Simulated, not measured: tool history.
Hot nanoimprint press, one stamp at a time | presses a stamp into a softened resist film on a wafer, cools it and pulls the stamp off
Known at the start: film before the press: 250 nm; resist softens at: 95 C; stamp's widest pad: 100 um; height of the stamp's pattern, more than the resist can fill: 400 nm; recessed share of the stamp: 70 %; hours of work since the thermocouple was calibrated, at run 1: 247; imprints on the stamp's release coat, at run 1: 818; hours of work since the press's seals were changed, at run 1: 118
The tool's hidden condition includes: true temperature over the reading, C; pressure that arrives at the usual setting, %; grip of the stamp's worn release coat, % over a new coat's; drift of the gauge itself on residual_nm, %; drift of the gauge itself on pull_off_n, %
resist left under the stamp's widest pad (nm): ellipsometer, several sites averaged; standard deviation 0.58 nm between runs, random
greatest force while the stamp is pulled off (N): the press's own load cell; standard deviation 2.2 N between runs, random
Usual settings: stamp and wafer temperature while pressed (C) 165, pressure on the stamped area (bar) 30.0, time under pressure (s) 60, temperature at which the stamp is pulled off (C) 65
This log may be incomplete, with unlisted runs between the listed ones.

run   hour  stamp and wafer temperature while pressed (C)  pressure on the stamped area (bar)  time under pressure (s)  temperature at which the stamp is pulled off (C)  hours of work since the thermocouple was calibrated  imprints on the stamp's release coat  hours of work since the press's seals were changed  resist left under the stamp's widest pad (nm)  greatest force while the stamp is pulled off (N)
  1    0.0                                            165                                30.0                       60                                                65                                                  247                                   818                                                 118                                          122.8                                               140
  2    9.5                                            165                                30.0                       60                                                56                                                  251                                   842                                                 122                                          123.9                                               153
  3   16.9                                            165                                30.0                       60                                                65                                                  254                                   861                                                 125                                          123.5                                               142
  4   22.6                                            175                                30.0                       60                                                65                                                  256                                   875                                                 127                                           79.1                                               142
  5   26.5                                            175                                30.0                       60                                                65                                                  258                                   885                                                 129                                           79.9                                               144
  6   30.5                                            175                                30.0                       81                                                65                                                  260                                   895                                                 131                                           70.3                                               145
  7   34.8                                            165                                30.0                       45                                                65                                                  262                                   906                                                 133                                          136.8                                               141
  8   40.2                                            165                                30.0                       45                                                65                                                  264                                   920                                                 135                                          136.0                                               142
  9   44.1                                            165                                30.0                       45                                                65                                                  266                                   929                                                 137                                          134.9                                               144
      49.0  -- plate thermocouple calibrated
 10   55.4                                            157                                30.0                       60                                                65                                                    3                                   950                                                 140                                          165.5                                               146
 11   62.8                                            157                                30.0                       60                                                65                                                    6                                   969                                                 143                                          164.0                                               144
 12   71.2                                            165                                30.0                       60                                                65                                                    9                                   990                                                 147                                          118.2                                               142
 13   77.5                                            165                                30.0                       60                                                65                                                   12                                  1006                                                 149                                          118.8                                               142
      81.5  -- plate thermocouple calibrated, once more
 14   85.5                                            165                                30.0                       60                                                65                                                    2                                  1018                                                 152                                          130.7                                               145
 15   93.6                                            165                                30.0                       60                                                65                                                    5                                  1039                                                 155                                          130.5                                               148
 16   99.8                                            158                                36.1                       32                                                51                                                    8                                  1055                                                 158                                          187.5                                               161
 17  104.0                                            165                                30.0                      104                                                53                                                   10                                  1065                                                 159                                          107.9                                               158
 18  108.2                                            175                                30.0                      104                                                53                                                   11                                  1076                                                 161                                           67.9                                               158
 19  115.4                                            175                                30.0                      104                                                53                                                   14                                  1094                                                 164                                           67.7                                               157
 20  124.1                                            175                                30.0                      104                                                53                                                   18                                  1116                                                 168                                           67.7                                               163
 21  129.1                                            163                                47.8                       77                                                65                                                   20                                  1128                                                 170                                          105.1                                               151
 22  138.2                                            165                                47.5                       60                                                69                                                   24                                  1151                                                 174                                          105.1                                               144
 23  145.6                                            175                                30.0                       37                                                65                                                   27                                  1170                                                 177                                          100.7                                               151
 24  151.5                                            160                                30.0                       52                                                65                                                   30                                  1185                                                 180                                          164.7                                               147
 25  159.0                                            160                                30.0                       52                                                65                                                   33                                  1204                                                 183                                          166.0                                               146
 26  168.4                                            165                                20.3                       60                                                65                                                   37                                  1227                                                 187                                          154.2                                               150
 27  177.4                                            165                                39.3                       33                                                64                                                   41                                  1250                                                 191                                          139.3                                               149
 28  181.8                                            163                                28.7                       33                                                67                                                   43                                  1261                                                 193                                          169.3                                               149
 29  186.0                                            163                                28.7                       33                                                67                                                   44                                  1271                                                 194                                          168.3                                               148

Forecast each of these 4 alternatives for the next run:
  A  191.6                                            155                                28.7                       42                                                71                                                   47                                  1286                                                 197                                              ?                                                 ?
  B  191.6                                            174                                27.1                       38                                                67                                                   47                                  1286                                                 197                                              ?                                                 ?
  C  191.6                                            168                                30.0                       60                                                71                                                   47                                  1286                                                 197                                              ?                                                 ?
  D  191.6                                            165                                30.0                       60                                                65                                                   47                                  1286                                                 197                                              ?                                                 ?

run  resist left under the stamp's widest pad (nm)  greatest force while the stamp is pulled off (N)
  A                                          204.2                                               145
  B                                          109.4                                               145
  C                                          114.7                                               142
  D                                          129.4                                               149
Without the tool's hidden state the same runs would have given:
run  resist left under the stamp's widest pad (nm)  greatest force while the stamp is pulled off (N)
  A                                          204.7                                               127
  B                                          109.8                                               127
  C                                          115.1                                               124
  D                                          129.8                                               131
